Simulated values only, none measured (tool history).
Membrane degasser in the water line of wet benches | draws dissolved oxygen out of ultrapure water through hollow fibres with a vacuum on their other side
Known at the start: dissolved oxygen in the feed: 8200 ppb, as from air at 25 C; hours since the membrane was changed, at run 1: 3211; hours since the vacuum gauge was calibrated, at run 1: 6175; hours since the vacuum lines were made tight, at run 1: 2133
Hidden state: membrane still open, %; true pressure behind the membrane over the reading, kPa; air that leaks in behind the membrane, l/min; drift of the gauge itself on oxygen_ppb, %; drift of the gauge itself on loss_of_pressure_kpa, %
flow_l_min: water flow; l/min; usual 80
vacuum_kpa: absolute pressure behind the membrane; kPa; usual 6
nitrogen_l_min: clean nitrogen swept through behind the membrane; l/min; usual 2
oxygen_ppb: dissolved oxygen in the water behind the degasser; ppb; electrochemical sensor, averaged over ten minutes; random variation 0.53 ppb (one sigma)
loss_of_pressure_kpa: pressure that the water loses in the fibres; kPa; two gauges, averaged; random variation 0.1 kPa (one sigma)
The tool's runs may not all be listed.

run   hour  flow_l_min  vacuum_kpa  nitrogen_l_min  hours since the membrane was changed  hours since the vacuum gauge was calibrated  hours since the vacuum lines were made tight  oxygen_ppb  loss_of_pressure_kpa
  1      0          80           6               2                                  3211                                         6175                                          2133       224.9                 31.91
  2   46.6          80           6               2                                  3258                                         6221                                          2179       225.8                 32.04
  3  105.5          80        9.18               2                                  3316                                         6280                                          2238       467.3                 32.03
  4  173.3          77           6               2                                  3384                                         6348                                          2306         219                  30.9
  5  215.2          77           6               2                                  3426                                         6390                                          2348       220.6                 30.87
  6  299.3          77           6               2                                  3510                                         6474                                          2432       219.9                 30.83
  7  394.9          77           6               2                                  3606                                         6570                                          2528         220                 31.04
  8  473.4          80           6            0.94                                  3684                                         6648                                          2606       386.6                 32.38
  9  542.3          80           6            0.94                                  3753                                         6717                                          2675       386.8                 31.99
 10  597.2         112           6               2                                  3808                                         6772                                          2730       302.5                 44.92
 11  636.6         112           6               2                                  3848                                         6811                                          2769         302                 44.99

The next listed run, before its measurement:
 12  708.8         114        4.96            1.75                                  3920                                         6884                                          2842           ?                     ?

{"run 12": {"oxygen_ppb": 218.8, "loss_of_pressure_kpa": 45.6}}
Without the tool's hidden state the same run would have given oxygen_ppb 216.2 ppb, loss_of_pressure_kpa 45.6 kPa.
